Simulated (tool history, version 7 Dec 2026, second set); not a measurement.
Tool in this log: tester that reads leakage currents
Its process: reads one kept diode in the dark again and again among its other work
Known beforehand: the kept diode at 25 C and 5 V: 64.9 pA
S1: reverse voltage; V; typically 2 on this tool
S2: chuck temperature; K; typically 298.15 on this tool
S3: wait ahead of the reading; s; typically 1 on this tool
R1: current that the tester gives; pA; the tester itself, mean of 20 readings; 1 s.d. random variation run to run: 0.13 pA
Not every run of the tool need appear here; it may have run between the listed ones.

| run | hour | S1 | S2 | S3 | R1 |
|---|---|---|---|---|---|
| 1 | 0 | 2 | 298.15 | 1 | 51.84 |
| 2 | 91.3 | 2 | 298.15 | 1 | 52.57 |
|  | 164.8 | probe card cleaned and baked |
| 3 | 174.6 | 2 | 298.15 | 1 | 55.74 |
| 4 | 239.2 | 2 | 301.15 | 1 | 71.73 |
| 5 | 321.2 | 2 | 301.15 | 1 | 71.94 |
| 6 | 380.1 | 2 | 301.15 | 1 | 72.22 |
| 7 | 470.4 | 2 | 301.15 | 1 | 73.13 |
| 8 | 575.3 | 2 | 301.15 | 1 | 73.26 |
|  | 631.6 | tester calibrated |
| 9 | 636.7 | 2 | 301.15 | 1 | 72.1 |
|  | 703.7 | probe card cleaned and baked, once more |
| 10 | 741.9 | 2 | 298.15 | 1 | 48.75 |
| 11 | 822.5 | 2 | 298.15 | 1 | 49.21 |
| 12 | 872.8 | 2 | 298.15 | 1 | 49.69 |
| 13 | 975.2 | 2 | 298.15 | 1 | 50.04 |
| 14 | 1045.7 | 2 | 298.15 | 1 | 49.92 |
| 15 | 1111.2 | 2 | 298.15 | 1 | 50.51 |
| 16 | 1176.7 | 2 | 299.15 | 1 | 55.68 |
|  | 1224 | chuck's temperature calibrated |
| 17 | 1273.5 | 2 | 298.15 | 1 | 42.51 |
| 18 | 1331.6 | 2.73 | 298.15 | 1 | 50.51 |
| 19 | 1414.5 | 2.73 | 298.15 | 1 | 50.63 |
| 20 | 1476.2 | 2.73 | 298.15 | 1 | 50.91 |
| 21 | 1519.2 | 12.61 | 308.15 | 1 | 281.63 |
| 22 | 1605.4 | 2.72 | 317.15 | 1 | 279.12 |
| 23 | 1669.8 | 14.24 | 301.15 | 3.87 | 162.53 |
| 24 | 1773.7 | 4.3 | 327.15 | 6.75 | 814.02 |
| 25 | 1835.9 | 4.3 | 327.15 | 6.75 | 815.85 |
| 26 | 1929.4 | 5.61 | 298.15 | 1 | 78.81 |

Estimate the outcome of run 27 from the log above:
| 27 | 2007.6 | 2 | 320.15 | 1 | ? |

{"run 27": {"R1": 317.06}}
Were there no unlogged condition in the tool, this run, its random variation unchanged, would have produced R1 298.76 pA.
